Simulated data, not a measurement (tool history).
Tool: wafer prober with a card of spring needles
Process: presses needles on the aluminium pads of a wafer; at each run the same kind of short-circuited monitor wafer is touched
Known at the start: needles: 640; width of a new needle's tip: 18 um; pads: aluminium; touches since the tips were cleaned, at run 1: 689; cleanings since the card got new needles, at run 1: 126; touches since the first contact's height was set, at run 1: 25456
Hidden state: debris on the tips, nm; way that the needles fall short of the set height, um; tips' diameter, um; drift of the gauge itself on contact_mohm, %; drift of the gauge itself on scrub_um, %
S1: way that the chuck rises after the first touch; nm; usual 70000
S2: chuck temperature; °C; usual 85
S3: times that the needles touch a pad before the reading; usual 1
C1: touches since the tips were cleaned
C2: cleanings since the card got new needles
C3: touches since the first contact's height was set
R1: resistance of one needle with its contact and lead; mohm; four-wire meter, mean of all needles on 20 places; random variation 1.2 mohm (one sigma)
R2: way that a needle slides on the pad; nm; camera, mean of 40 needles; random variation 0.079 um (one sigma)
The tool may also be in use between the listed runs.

Run 1, hour 0: usual settings; C1 689; C2 126; C3 25456. Result: R1 117 mohm, R2 17030 nm.
At hour 2.6: tips cleaned on abrasive film.
At hour 7.1: tips cleaned on abrasive film.
At hour 11.6: tips cleaned on abrasive film.
At hour 15.9: tips cleaned on abrasive film.
Run 2, hour 17.7: usual settings but S1 57000 nm; C1 855; C2 130; C3 33338. Result: R1 126 mohm, R2 13760 nm.
At hour 20.2: tips cleaned on abrasive film.
At hour 23.8: tips cleaned on abrasive film.
Run 3, hour 26.4: usual settings but S1 57000 nm, S2 103 °C; C1 1188; C2 132; C3 37190. Result: R1 132 mohm, R2 13790 nm.
At hour 28.3: tips cleaned on abrasive film.
At hour 31.9: tips cleaned on abrasive film.
At hour 35.5: tips cleaned on abrasive film.
Run 4, hour 36.7: usual settings but S3 2; C1 531; C2 135; C3 41716. Result: R1 113 mohm, R2 16680 nm.
At hour 39.4: tips cleaned on abrasive film.
At hour 43.8: tips cleaned on abrasive film.
Run 5, hour 46.8: usual settings but S3 2; C1 1339; C2 137; C3 46209. Result: R1 120 mohm, R2 16840 nm.
At hour 47.8: tips cleaned on abrasive film.
At hour 51.8: tips cleaned on abrasive film.
Run 6, hour 54.2: usual settings; C1 1071; C2 139; C3 49484. Result: R1 120 mohm, R2 16840 nm.
At hour 56: tips cleaned on abrasive film.
At hour 59.6: tips cleaned on abrasive film.
At hour 63.6: tips cleaned on abrasive film.
Run 7, hour 63.6: usual settings but S1 56000 nm; C1 0; C2 142; C3 53616. Result: R1 118 mohm, R2 13430 nm.
At hour 68.1: tips cleaned on abrasive film.
At hour 72.4: tips cleaned on abrasive film.
Run 8, hour 72.7: usual settings but S1 71000 nm; C1 140; C2 144; C3 57666. Result: R1 114 mohm, R2 16940 nm.
At hour 76.2: tips cleaned on abrasive film.
At hour 80.7: tips cleaned on abrasive film.
Run 9, hour 80.8: usual settings; C1 31; C2 146; C3 61238. Result: R1 113 mohm, R2 16650 nm.
At hour 84.4: tips cleaned on abrasive film.
At hour 88.8: tips cleaned on abrasive film.
At hour 92.4: tips cleaned on abrasive film.
At hour 96: tips cleaned on abrasive film.
Run 10, hour 98: usual settings; C1 904; C2 150; C3 68891. Result: R1 120 mohm, R2 16700 nm.
At hour 99.9: tips cleaned on abrasive film.
At hour 104.3: tips cleaned on abrasive film.
At hour 108.6: tips cleaned on abrasive film.
At hour 112.2: tips cleaned on abrasive film.
Run 11, hour 115.2: usual settings; C1 1336; C2 154; C3 76510. Result: R1 125 mohm, R2 16620 nm.
At hour 116.2: tips cleaned on abrasive film.
At hour 119.8: tips cleaned on abrasive film.
At hour 124.1: tips cleaned on abrasive film.
At hour 127.7: tips cleaned on abrasive film.
Run 12, hour 131.1: usual settings; C1 1538; C2 158; C3 83567. Result: R1 122 mohm, R2 16590 nm.
At hour 132.1: tips cleaned on abrasive film.
At hour 135.7: tips cleaned on abrasive film.
At hour 140.1: tips cleaned on abrasive film.
At hour 144.6: tips cleaned on abrasive film.
Run 13, hour 147.3: usual settings; C1 1213; C2 162; C3 90726. Result: R1 124 mohm, R2 16610 nm.
At hour 148.2: tips cleaned on abrasive film.
At hour 151.9: tips cleaned on abrasive film.
At hour 156.2: tips cleaned on abrasive film.
At hour 160.3: tips cleaned on abrasive film.
At hour 163.9: tips cleaned on abrasive film.
Run 14, hour 164: usual settings; C1 60; C2 167; C3 98108. Result: R1 113 mohm, R2 16360 nm.
At hour 167.6: tips cleaned on abrasive film.
At hour 171.3: tips cleaned on abrasive film.
Run 15, hour 173.2: usual settings; C1 890; C2 169; C3 102198. Result: R1 121 mohm, R2 16470 nm.
At hour 175.1: tips cleaned on abrasive film.
At hour 178.7: tips cleaned on abrasive film.
At hour 182.3: tips cleaned on abrasive film.
At hour 185.9: tips cleaned on abrasive film.
At hour 190: tips cleaned on abrasive film.
Run 16, hour 190: usual settings but S1 90000 nm, S2 54 °C; C1 0; C2 174; C3 109612. Result: R1 108 mohm, R2 21300 nm.
At hour 193.7: tips cleaned on abrasive film.
At hour 197.8: tips cleaned on abrasive film.
Run 17, hour 197.8: usual settings but S1 58000 nm, S3 2; C1 0; C2 176; C3 113054. Result: R1 116 mohm, R2 13440 nm.
At hour 201.4: tips cleaned on abrasive film.
At hour 205.8: tips cleaned on abrasive film.
At hour 210.2: tips cleaned on abrasive film.
Run 18, hour 212.5: usual settings but S1 58000 nm, S3 2; C1 1064; C2 179; C3 119603. Result: R1 122 mohm, R2 13330 nm.
At hour 214.4: tips cleaned on abrasive film.
At hour 218: tips cleaned on abrasive film.
At hour 222.5: tips cleaned on abrasive film.
At hour 226.9: tips cleaned on abrasive film.
Run 19, hour 228.3: usual settings but S1 58000 nm, S3 2; C1 623; C2 183; C3 126587. Result: R1 124 mohm, R2 13170 nm.
At hour 230.9: tips cleaned on abrasive film.
At hour 235.3: tips cleaned on abrasive film.
Run 20, hour 235.8: usual settings but S1 58000 nm, S3 2; C1 217; C2 185; C3 129899. Result: R1 117 mohm, R2 13130 nm.
At hour 239.1: tips cleaned on abrasive film.
At hour 242.7: tips cleaned on abrasive film.
At hour 246.4: tips cleaned on abrasive film.
Run 21, hour 246.4: usual settings but S1 56000 nm, S2 81 °C, S3 2; C1 0; C2 188; C3 134596. Result: R1 117 mohm, R2 12710 nm.
At hour 250.9: tips cleaned on abrasive film.
At hour 255.2: tips cleaned on abrasive film.
Run 22, hour 255.2: usual settings but S1 80000 nm, S2 31 °C, S3 3; C1 0; C2 190; C3 138495. Result: R1 104 mohm, R2 18570 nm.
At hour 259.5: tips cleaned on abrasive film.
At hour 263.9: tips cleaned on abrasive film.
At hour 268.2: tips cleaned on abrasive film.
Run 23, hour 268.2: usual settings but S1 80000 nm, S2 42 °C; C1 0; C2 193; C3 144267. Result: R1 106 mohm, R2 18480 nm.
At hour 272.7: tips cleaned on abrasive film.
At hour 276.3: tips cleaned on abrasive film.
At hour 279.9: tips cleaned on abrasive film.
At hour 283.5: tips cleaned on abrasive film.
Run 24, hour 285.7: usual settings but S1 56000 nm, S3 3; C1 980; C2 197; C3 152017. Result: R1 123 mohm, R2 12530 nm.
At hour 287.6: tips cleaned on abrasive film.
At hour 291.9: tips cleaned on abrasive film.
Run 25, hour 294: usual settings but S1 56000 nm, S3 3; C1 970; C2 199; C3 155702. Result: R1 123 mohm, R2 12460 nm.
At hour 295.8: tips cleaned on abrasive film.
At hour 300.2: tips cleaned on abrasive film.
Run 26, hour 303.6: usual settings but S1 56000 nm, S2 72 °C; C1 1505; C2 201; C3 159951. Result: R1 136 mohm, R2 12390 nm.
At hour 304.5: tips cleaned on abrasive film.
At hour 309: tips cleaned on abrasive film.
At hour 312.6: tips cleaned on abrasive film.
At hour 317.1: tips cleaned on abrasive film.
Run 27, hour 320.4: usual settings but S1 56000 nm, S2 72 °C; C1 1486; C2 205; C3 167399. Result: R1 132 mohm, R2 12210 nm.

4 ways to go on from here, each from the tool as it stands after run 27. What would each give?
At hour 321.3: tips cleaned on abrasive film.
At hour 325.8: tips cleaned on abrasive film.
At hour 330.1: tips cleaned on abrasive film.
Run A, hour 332.1: usual settings but S1 85000 nm, S2 73 °C; C1 916; C2 208; C3 172589. Result: R1 ?, R2 ?.
At hour 321.3: tips cleaned on abrasive film.
At hour 325.8: tips cleaned on abrasive film.
At hour 330.1: tips cleaned on abrasive film.
Run B, hour 332.1: usual settings but S1 57000 nm, S2 124 °C, S3 3; C1 916; C2 208; C3 172589. Result: R1 ?, R2 ?.
At hour 321.3: tips cleaned on abrasive film.
At hour 325.8: tips cleaned on abrasive film.
At hour 330.1: tips cleaned on abrasive film.
Run C, hour 332.1: usual settings but S2 49 °C, S3 2; C1 916; C2 208; C3 172589. Result: R1 ?, R2 ?.
At hour 321.3: tips cleaned on abrasive film.
At hour 325.8: tips cleaned on abrasive film.
At hour 330.1: tips cleaned on abrasive film.
Run D, hour 332.1: usual settings but S1 62000 nm, S2 105 °C, S3 3; C1 916; C2 208; C3 172589. Result: R1 ?, R2 ?.

run   R1     R2
  A  114  19430
  B  124  12510
  C  118  15670
  D  123  13820
Without the tool's hidden state the same runs would have given:
run   R1     R2
  A  105  20910
  B  114  13980
  C  108  17140
  D  115  15310
